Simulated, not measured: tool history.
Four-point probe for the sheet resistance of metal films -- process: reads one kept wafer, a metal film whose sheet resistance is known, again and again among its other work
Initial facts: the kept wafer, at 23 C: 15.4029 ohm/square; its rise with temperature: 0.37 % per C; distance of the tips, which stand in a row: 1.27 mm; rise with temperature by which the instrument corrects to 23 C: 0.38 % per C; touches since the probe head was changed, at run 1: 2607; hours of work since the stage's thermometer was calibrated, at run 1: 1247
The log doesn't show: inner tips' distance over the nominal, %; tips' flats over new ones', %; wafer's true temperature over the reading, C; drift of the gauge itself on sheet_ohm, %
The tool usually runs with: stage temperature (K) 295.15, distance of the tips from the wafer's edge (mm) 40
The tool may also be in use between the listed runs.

run,hour,stage temperature (K),distance of the tips from the wafer's edge (mm),touches since the probe head was changed,hours of work since the stage's thermometer was calibrated,sheet resistance as the instrument gives it (ohm/square)
1,0,295.15,40,2607,1247,15.416959
2,10.5,295.15,44,2750,1254,15.40657
3,20.7,295.15,27,2887,1261,15.427567
4,30.4,294.15,40,3019,1267,15.414143
5,43.6,295.15,40,3198,1275,15.419977
6,52.2,295.15,40,3314,1281,15.408789
7,61,295.15,3,3434,1286,16.752534
8,72.6,295.15,3,3591,1294,16.754835
9,81.1,295.15,3,3706,1299,16.749386
10,91.4,295.15,3,3846,1306,16.749148
11,101.3,295.15,3,3980,1312,16.755275
12,114.1,295.15,3,4154,1320,16.755054
13,126.6,295.15,3,4323,1328,16.74876
14,141.2,295.15,3,4521,1337,16.753077
15,148.8,295.15,3,4623,1342,16.750611
16,158.1,295.15,3,4750,1348,16.754265
17,169.8,295.15,40,4908,1356,15.413415
18,180.8,295.15,12,5058,1363,15.49678
19,194.8,295.15,40,5248,1372,15.41675
20,201.6,295.15,40,5339,1376,15.415219
21,216.7,295.15,40,5545,1386,15.416055
22,226.2,304.15,40,5674,1392,15.386677
23,236,304.15,40,5806,1398,15.399691
24,251.2,302.15,8,6012,1407,15.59924
25,261.2,303.15,50,6148,1414,15.391038
26,271.8,294.15,11,6291,1421,15.520464
27,287.3,300.15,27,6501,1430,15.416154
28,298.6,300.15,27,6654,1438,15.414716
29,313.9,297.15,7,6862,1447,15.671254
30,326.2,297.15,7,7029,1455,15.669907
31,333.4,301.15,11,7126,1460,15.503084
32,341.7,292.15,30,7239,1465,15.432632
33,356.3,293.15,7,7437,1474,15.682376

Run 34 has not been measured yet. What should we expect?
34,367.5,295.15,51,7588,1482,?

sheet resistance as the instrument gives it (ohm/square): 15.411654
Minus the tool's unlogged condition, the same run would have read sheet resistance as the instrument gives it (ohm/square) 15.410489.
